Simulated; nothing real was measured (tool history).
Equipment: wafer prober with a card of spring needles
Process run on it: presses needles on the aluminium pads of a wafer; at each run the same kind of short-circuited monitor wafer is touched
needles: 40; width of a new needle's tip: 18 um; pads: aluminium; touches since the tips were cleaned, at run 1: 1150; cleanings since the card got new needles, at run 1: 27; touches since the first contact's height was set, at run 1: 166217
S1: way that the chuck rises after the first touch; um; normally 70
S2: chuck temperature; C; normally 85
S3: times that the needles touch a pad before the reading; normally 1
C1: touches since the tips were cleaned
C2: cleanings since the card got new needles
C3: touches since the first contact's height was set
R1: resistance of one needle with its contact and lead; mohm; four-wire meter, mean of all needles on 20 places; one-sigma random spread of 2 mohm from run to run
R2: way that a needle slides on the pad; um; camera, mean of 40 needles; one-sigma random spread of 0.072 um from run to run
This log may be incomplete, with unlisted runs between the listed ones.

run	hour	S1	S2	S3	C1	C2	C3	R1	R2
1	0	70	85	1	1150	27	166217	252	14.17
2	20.1	77	85	1	4703	27	169770	278	15.56
# hour 22.3: tips cleaned on abrasive film
# hour 51.8: tips cleaned on abrasive film
3	51.8	70	85	1	0	29	175355	229	14.2
4	74.4	70	85	1	4004	29	179359	283	14.27
# hour 81.5: tips cleaned on abrasive film
5	91.5	70	85	1	1773	30	182369	258	14.08
# hour 111.9: tips cleaned on abrasive film
6	126.2	70	85	1	2541	31	188506	271	14.16
# hour 141.6: tips cleaned on abrasive film
7	142.6	70	85	1	161	32	191383	230	14.12
8	166.3	70	116	1	4373	32	195595	290	14.2
# hour 168.6: height of the first contact set anew
# hour 170.4: tips cleaned on abrasive film
# hour 200.6: tips cleaned on abrasive film
9	200.6	70	85	2	0	34	5642	222	13.8
10	227.6	70	85	2	4784	34	10426	269	13.71
# hour 230.3: tips cleaned on abrasive film
11	255.5	70	85	1	4463	35	15348	297	13.87
# hour 259: tips cleaned on abrasive film
12	271	59	85	1	2135	36	18077	286	11.49
# hour 287.4: tips cleaned on abrasive film
13	287.4	70	85	1	0	37	20958	228	13.79
# hour 300: height of the first contact set anew, once more
14	312.6	70	85	1	4405	37	2229	287	14.71
# hour 318.4: tips cleaned on abrasive film
# hour 348.3: tips cleaned on abrasive film
15	348.3	67	85	2	0	39	8526	221	14.14
16	370.3	70	42	1	3898	39	12424	273	14.66
# hour 378.2: tips cleaned on abrasive film
17	394.5	70	52	1	2887	40	16693	260	14.63
# hour 409.4: tips cleaned on abrasive film
18	415.4	70	52	1	1069	41	20375	238	14.62
# hour 439.9: tips cleaned on abrasive film
19	445.8	70	66	1	1049	42	25752	239	14.75
# hour 469: tips cleaned on abrasive film
20	477.3	80	85	3	1472	43	31300	228	16.72
# hour 497.5: tips cleaned on abrasive film
21	504.2	80	85	3	1190	44	36048	230	16.73
22	522	70	41	2	4356	44	39214	258	14.72
# hour 527.7: tips cleaned on abrasive film
23	538.5	70	41	2	1907	45	42112	235	14.57
24	554.2	70	73	1	4688	45	44893	293	14.52
# hour 558: tips cleaned on abrasive film
25	571.2	87	86	2	2335	46	47891	235	18.05
# hour 586.8: tips cleaned on abrasive film
26	603.4	75	95	3	2939	47	53574	237	15.61
# hour 616.6: tips cleaned on abrasive film
27	627	75	95	3	1834	48	57734	235	15.57
# hour 647.1: tips cleaned on abrasive film
28	662.9	55	57	3	2803	49	64086	252	11.38

Below, each run's measurement less what the same run would have read without the hidden state. Both values contain the same run-to-run variation, but the gauge's scatter may not be the same in both:
What the log doesn't record here: debris on the tips, nm; way that the needles fall short of the set height, um; tips' diameter, um; drift of the gauge itself on contact_mohm, %; drift of the gauge itself on scrub_um, %.
run	R1	R2
1	+31	-0.57
2	+61	-0.56
3	+8	-0.6
4	+67	-0.61
5	+41	-0.62
6	+54	-0.64
7	+10	-0.66
8	+66	-0.66
9	+5	-0.97
10	+49	-0.97
11	+78	-1
12	+64	-1.03
13	+7	-1.05
14	+68	+0
15	+3	-0.04
16	+64	-0.04
17	+50	-0.06
18	+27	-0.08
19	+26	-0.1
20	+11	-0.12
21	+8	-0.14
22	+47	-0.15
23	+27	-0.18
24	+75	-0.17
25	+18	-0.19
26	+17	-0.21
27	+14	-0.24
28	+33	-0.27
